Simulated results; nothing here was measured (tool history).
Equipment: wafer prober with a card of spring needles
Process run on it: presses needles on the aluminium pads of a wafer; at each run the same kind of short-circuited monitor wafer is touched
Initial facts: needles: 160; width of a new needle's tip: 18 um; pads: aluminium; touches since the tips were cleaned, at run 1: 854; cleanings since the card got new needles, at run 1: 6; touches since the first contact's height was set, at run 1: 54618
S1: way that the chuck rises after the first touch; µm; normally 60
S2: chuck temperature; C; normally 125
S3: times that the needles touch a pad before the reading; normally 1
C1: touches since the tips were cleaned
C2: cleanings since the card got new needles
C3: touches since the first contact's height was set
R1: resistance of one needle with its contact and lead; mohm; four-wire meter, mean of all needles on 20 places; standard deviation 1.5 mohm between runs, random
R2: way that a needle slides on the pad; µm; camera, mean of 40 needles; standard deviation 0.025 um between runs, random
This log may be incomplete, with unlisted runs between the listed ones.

Run 1, day 0.000: usual settings; C1 854; C2 6; C3 54618. Result: R1 159 mohm, R2 13.77 µm.
Run 2, day 0.346: usual settings but S3 2; C1 3657; C2 6; C3 57421. Result: R1 165 mohm, R2 13.81 µm.
At day 0.817: tips cleaned on abrasive film.
Run 3, day 0.954: usual settings but S3 2; C1 1123; C2 7; C3 62337. Result: R1 200 mohm, R2 13.77 µm.
Run 4, day 1.650: usual settings but S3 2; C1 6752; C2 7; C3 67966. Result: R1 185 mohm, R2 13.77 µm.
At day 1.725: tips cleaned on abrasive film.
Run 5, day 1.975: usual settings but S2 33 C; C1 2041; C2 8; C3 70584. Result: R1 173 mohm, R2 13.77 µm.
Run 6, day 2.408: usual settings but S2 33 C; C1 5544; C2 8; C3 74087. Result: R1 205 mohm, R2 13.76 µm.
At day 2.683: tips cleaned on abrasive film, once more.
Run 7, day 2.900: usual settings; C1 1742; C2 9; C3 78027. Result: R1 173 mohm, R2 13.70 µm.
Run 8, day 3.358: usual settings; C1 5466; C2 9; C3 81751. Result: R1 203 mohm, R2 13.74 µm.
At day 3.621: tips cleaned on abrasive film.
Run 9, day 3.967: usual settings but S3 2; C1 2809; C2 10; C3 86666. Result: R1 164 mohm, R2 13.73 µm.
Run 10, day 4.446: usual settings but S3 2; C1 6681; C2 10; C3 90538. Result: R1 181 mohm, R2 13.74 µm.
At day 4.546: tips cleaned on abrasive film.
Run 11, day 5.175: usual settings but S3 2; C1 5092; C2 11; C3 96423. Result: R1 173 mohm, R2 13.71 µm.
At day 5.454: tips cleaned on abrasive film.
Run 12, day 5.717: usual settings but S3 2; C1 2139; C2 12; C3 100788. Result: R1 160 mohm, R2 13.76 µm.
Run 13, day 6.288: usual settings but S3 2; C1 6771; C2 12; C3 105420. Result: R1 178 mohm, R2 13.74 µm.
At day 6.388: tips cleaned on abrasive film.
Run 14, day 7.008: usual settings but S3 2; C1 5031; C2 13; C3 111205. Result: R1 177 mohm, R2 13.66 µm.
At day 7.338: tips cleaned on abrasive film.
Run 15, day 7.562: usual settings but S3 2; C1 1797; C2 14; C3 115664. Result: R1 156 mohm, R2 13.67 µm.
Run 16, day 8.033: usual settings but S1 55 µm, S2 36 C; C1 5617; C2 14; C3 119484. Result: R1 215 mohm, R2 12.50 µm.
At day 8.250: tips cleaned on abrasive film.
Run 17, day 8.529: usual settings but S1 65 µm, S2 79 C, S3 3; C1 2267; C2 15; C3 123498. Result: R1 141 mohm, R2 14.82 µm.
Run 18, day 8.896: usual settings but S1 55 µm, S2 90 C; C1 5218; C2 15; C3 126449. Result: R1 213 mohm, R2 12.48 µm.
At day 9.167: tips cleaned on abrasive film.
Run 19, day 9.604: usual settings but S1 62 µm, S3 3; C1 3528; C2 16; C3 132156. Result: R1 152 mohm, R2 14.12 µm.
At day 10.112: tips cleaned on abrasive film.
Run 20, day 10.317: usual settings but S1 62 µm, S3 3; C1 1648; C2 17; C3 137908. Result: R1 147 mohm, R2 14.11 µm.
Run 21, day 10.908: usual settings but S1 41 µm; C1 6444; C2 17; C3 142704. Result: R1 278 mohm, R2 9.21 µm.
At day 11.038: tips cleaned on abrasive film.
Run 22, day 11.425: usual settings but S1 41 µm; C1 3165; C2 18; C3 146883. Result: R1 247 mohm, R2 9.19 µm.
Run 23, day 11.738: usual settings but S2 111 C; C1 5670; C2 18; C3 149388. Result: R1 206 mohm, R2 13.59 µm.
At day 11.992: tips cleaned on abrasive film.
Run 24, day 12.183: usual settings but S2 111 C; C1 1549; C2 19; C3 152988. Result: R1 168 mohm, R2 13.60 µm.
Run 25, day 12.808: usual settings but S2 111 C; C1 6599; C2 19; C3 158038. Result: R1 208 mohm, R2 13.60 µm.

What if the next run were any one of these 4? Each begins from the tool's condition after run 25:
At day 12.929: tips cleaned on abrasive film.
Run A, day 13.375: usual settings but S1 51 µm, S2 26 C; C1 3606; C2 20; C3 162612. Result: R1 ?, R2 ?.
At day 12.929: tips cleaned on abrasive film.
Run B, day 13.375: usual settings but S1 66 µm, S2 45 C; C1 3606; C2 20; C3 162612. Result: R1 ?, R2 ?.
At day 12.929: tips cleaned on abrasive film.
Run C, day 13.375: usual settings but S1 46 µm, S2 61 C; C1 3606; C2 20; C3 162612. Result: R1 ?, R2 ?.
At day 12.929: tips cleaned on abrasive film.
Run D, day 13.375: usual settings but S1 53 µm, S2 64 C; C1 3606; C2 20; C3 162612. Result: R1 ?, R2 ?.

run   R1     R2
  A  220  11.45
  B  180  14.98
  C  232  10.36
  D  209  11.94
Without the tool's unlogged condition, the same runs would have read:
run   R1     R2
  A  127  11.78
  B  121  15.31
  C  129  10.69
  D  128  12.27

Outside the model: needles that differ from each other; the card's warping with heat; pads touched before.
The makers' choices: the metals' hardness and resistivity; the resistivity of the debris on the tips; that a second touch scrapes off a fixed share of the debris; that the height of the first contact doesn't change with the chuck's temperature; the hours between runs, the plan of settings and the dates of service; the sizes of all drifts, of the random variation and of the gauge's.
